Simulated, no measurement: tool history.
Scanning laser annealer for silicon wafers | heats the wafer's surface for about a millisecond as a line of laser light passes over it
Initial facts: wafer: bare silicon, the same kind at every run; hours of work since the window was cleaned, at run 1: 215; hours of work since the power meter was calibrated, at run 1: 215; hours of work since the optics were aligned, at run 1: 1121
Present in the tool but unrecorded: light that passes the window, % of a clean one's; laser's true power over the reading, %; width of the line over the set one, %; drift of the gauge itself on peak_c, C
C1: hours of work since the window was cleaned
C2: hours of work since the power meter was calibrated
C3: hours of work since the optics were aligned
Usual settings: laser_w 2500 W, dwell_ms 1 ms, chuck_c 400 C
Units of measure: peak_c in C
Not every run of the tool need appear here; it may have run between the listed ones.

{"run": 1, "hour": 0.0, "laser_w": 2500, "dwell_ms": 1, "chuck_c": 400, "C1": 215, "C2": 215, "C3": 1121, "peak_c": 1141}
{"run": 2, "hour": 29.2, "laser_w": 2340, "dwell_ms": 1, "chuck_c": 400, "C1": 231, "C2": 231, "C3": 1138, "peak_c": 1093}
{"run": 3, "hour": 62.9, "laser_w": 2340, "dwell_ms": 1, "chuck_c": 400, "C1": 249, "C2": 249, "C3": 1156, "peak_c": 1091}
{"hour": 102.5, "done": "optics aligned, line set to its width"}
{"run": 4, "hour": 105.9, "laser_w": 2340, "dwell_ms": 1, "chuck_c": 400, "C1": 271, "C2": 271, "C3": 2, "peak_c": 1101}
{"run": 5, "hour": 125.0, "laser_w": 2340, "dwell_ms": 1, "chuck_c": 400, "C1": 281, "C2": 281, "C3": 12, "peak_c": 1098}
{"run": 6, "hour": 152.7, "laser_w": 2340, "dwell_ms": 1, "chuck_c": 400, "C1": 297, "C2": 297, "C3": 28, "peak_c": 1101}
{"run": 7, "hour": 180.9, "laser_w": 2340, "dwell_ms": 1, "chuck_c": 398, "C1": 312, "C2": 312, "C3": 43, "peak_c": 1094}
{"run": 8, "hour": 198.4, "laser_w": 2340, "dwell_ms": 1.04, "chuck_c": 398, "C1": 322, "C2": 322, "C3": 53, "peak_c": 1113}
{"run": 9, "hour": 229.1, "laser_w": 2340, "dwell_ms": 1.04, "chuck_c": 398, "C1": 339, "C2": 339, "C3": 70, "peak_c": 1110}
{"run": 10, "hour": 261.1, "laser_w": 2340, "dwell_ms": 1.04, "chuck_c": 398, "C1": 357, "C2": 357, "C3": 88, "peak_c": 1110}
{"run": 11, "hour": 294.4, "laser_w": 2340, "dwell_ms": 1.04, "chuck_c": 398, "C1": 375, "C2": 375, "C3": 106, "peak_c": 1114}
{"run": 12, "hour": 318.3, "laser_w": 2340, "dwell_ms": 1.04, "chuck_c": 398, "C1": 388, "C2": 388, "C3": 120, "peak_c": 1111}
{"run": 13, "hour": 345.7, "laser_w": 2340, "dwell_ms": 1.04, "chuck_c": 398, "C1": 403, "C2": 403, "C3": 135, "peak_c": 1109}
{"run": 14, "hour": 369.0, "laser_w": 2500, "dwell_ms": 1, "chuck_c": 400, "C1": 416, "C2": 416, "C3": 148, "peak_c": 1148}
{"run": 15, "hour": 400.8, "laser_w": 2500, "dwell_ms": 1, "chuck_c": 418, "C1": 434, "C2": 434, "C3": 165, "peak_c": 1160}
{"run": 16, "hour": 434.8, "laser_w": 2500, "dwell_ms": 1, "chuck_c": 418, "C1": 453, "C2": 453, "C3": 184, "peak_c": 1162}
{"run": 17, "hour": 462.3, "laser_w": 2500, "dwell_ms": 1, "chuck_c": 418, "C1": 468, "C2": 468, "C3": 199, "peak_c": 1159}
{"run": 18, "hour": 487.1, "laser_w": 2500, "dwell_ms": 1, "chuck_c": 418, "C1": 482, "C2": 482, "C3": 213, "peak_c": 1160}
{"run": 19, "hour": 511.3, "laser_w": 2218, "dwell_ms": 1, "chuck_c": 400, "C1": 495, "C2": 495, "C3": 227, "peak_c": 1048}
{"run": 20, "hour": 542.5, "laser_w": 2218, "dwell_ms": 1, "chuck_c": 400, "C1": 513, "C2": 513, "C3": 244, "peak_c": 1051}
{"run": 21, "hour": 570.5, "laser_w": 2461, "dwell_ms": 1.02, "chuck_c": 435, "C1": 528, "C2": 528, "C3": 259, "peak_c": 1170}
{"run": 22, "hour": 600.2, "laser_w": 2556, "dwell_ms": 1.02, "chuck_c": 400, "C1": 544, "C2": 544, "C3": 276, "peak_c": 1161}
{"run": 23, "hour": 625.7, "laser_w": 2556, "dwell_ms": 1.02, "chuck_c": 418, "C1": 559, "C2": 559, "C3": 290, "peak_c": 1180}
{"run": 24, "hour": 658.2, "laser_w": 2367, "dwell_ms": 0.75, "chuck_c": 428, "C1": 577, "C2": 577, "C3": 308, "peak_c": 1013}
{"run": 25, "hour": 688.0, "laser_w": 2612, "dwell_ms": 0.82, "chuck_c": 429, "C1": 593, "C2": 593, "C3": 324, "peak_c": 1118}
{"run": 26, "hour": 711.1, "laser_w": 2294, "dwell_ms": 0.71, "chuck_c": 424, "C1": 606, "C2": 606, "C3": 337, "peak_c": 974}
{"run": 27, "hour": 740.9, "laser_w": 2299, "dwell_ms": 1.09, "chuck_c": 404, "C1": 622, "C2": 622, "C3": 354, "peak_c": 1106}
{"run": 28, "hour": 772.5, "laser_w": 2500, "dwell_ms": 0.79, "chuck_c": 400, "C1": 640, "C2": 640, "C3": 371, "peak_c": 1039}
{"run": 29, "hour": 807.4, "laser_w": 2500, "dwell_ms": 1, "chuck_c": 365, "C1": 659, "C2": 659, "C3": 391, "peak_c": 1096}
{"run": 30, "hour": 827.4, "laser_w": 2278, "dwell_ms": 1, "chuck_c": 397, "C1": 670, "C2": 670, "C3": 402, "peak_c": 1055}
{"run": 31, "hour": 852.1, "laser_w": 2570, "dwell_ms": 0.76, "chuck_c": 420, "C1": 684, "C2": 684, "C3": 415, "peak_c": 1058}

The next listed run, before its measurement:
{"run": 32, "hour": 868.4, "laser_w": 2518, "dwell_ms": 0.77, "chuck_c": 372, "C1": 693, "C2": 693, "C3": 424, "peak_c": "?"}

{"run 32": {"peak_c": 1003}}
On a tool with no hidden condition, and with the same random variation, this run would have come out at peak_c 1037 C.
